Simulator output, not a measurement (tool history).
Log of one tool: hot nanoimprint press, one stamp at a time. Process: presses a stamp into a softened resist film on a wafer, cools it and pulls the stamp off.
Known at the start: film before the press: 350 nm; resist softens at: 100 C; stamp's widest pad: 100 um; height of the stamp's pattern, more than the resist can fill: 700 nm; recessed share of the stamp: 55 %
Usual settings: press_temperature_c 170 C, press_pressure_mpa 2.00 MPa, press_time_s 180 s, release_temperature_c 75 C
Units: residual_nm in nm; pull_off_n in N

run	hour	press_temperature_c	press_pressure_mpa	press_time_s	release_temperature_c	residual_nm	pull_off_n
1	0.0	170	2.00	180	75	158.9	137
2	6.9	170	2.00	180	75	158.7	134
3	16.1	170	2.00	180	75	158.3	134
4	25.4	170	2.00	203	75	151.6	135
5	33.9	170	2.00	180	75	159.5	138
6	40.3	170	2.00	180	75	157.7	141
7	44.8	170	2.00	193	75	155.1	139
8	50.6	170	2.00	193	75	154.1	139
9	56.5	170	2.00	193	75	154.0	135
10	64.1	170	2.00	155	75	166.6	147
11	73.6	170	2.00	155	75	165.9	135
12	78.5	170	2.00	155	75	165.5	141
13	83.9	170	2.00	180	75	159.3	145
14	93.1	170	2.00	180	75	157.6	140
15	99.1	170	2.36	180	75	142.9	138
16	108.6	161	2.36	180	65	203.4	149
17	114.1	170	1.75	180	65	171.1	151
18	123.0	170	1.75	180	65	169.3	151
# hour 126.6: plate thermocouple calibrated
19	133.7	170	1.75	180	65	166.2	157
20	139.3	170	2.00	164	83	162.0	136
21	145.2	170	2.27	332	77	118.0	140
22	154.2	175	2.27	133	77	132.1	140
# hour 157.9: plate thermocouple calibrated, once more
23	164.7	170	2.34	95	66	181.8	152
24	168.9	170	2.34	95	66	181.5	157
25	172.9	170	2.00	331	75	132.9	143
26	181.3	170	1.68	109	75	205.1	147
27	185.4	170	2.00	168	75	165.1	149
28	189.6	170	2.00	168	75	164.9	144
29	198.4	159	2.00	180	81	240.6	139
30	203.6	159	2.00	106	71	271.2	153

Forecast each of these 3 alternatives for the next run:
A	210.2	171	1.77	180	74	?	?
B	210.2	170	1.66	332	80	?	?
C	210.2	159	1.42	106	71	?	?

run	residual_nm	pull_off_n
A	165.9	143
B	145.7	141
C	295.4	153
Without the tool's hidden state the same runs would have given:
run	residual_nm	pull_off_n
A	164.4	90
B	144.4	90
C	294.3	97

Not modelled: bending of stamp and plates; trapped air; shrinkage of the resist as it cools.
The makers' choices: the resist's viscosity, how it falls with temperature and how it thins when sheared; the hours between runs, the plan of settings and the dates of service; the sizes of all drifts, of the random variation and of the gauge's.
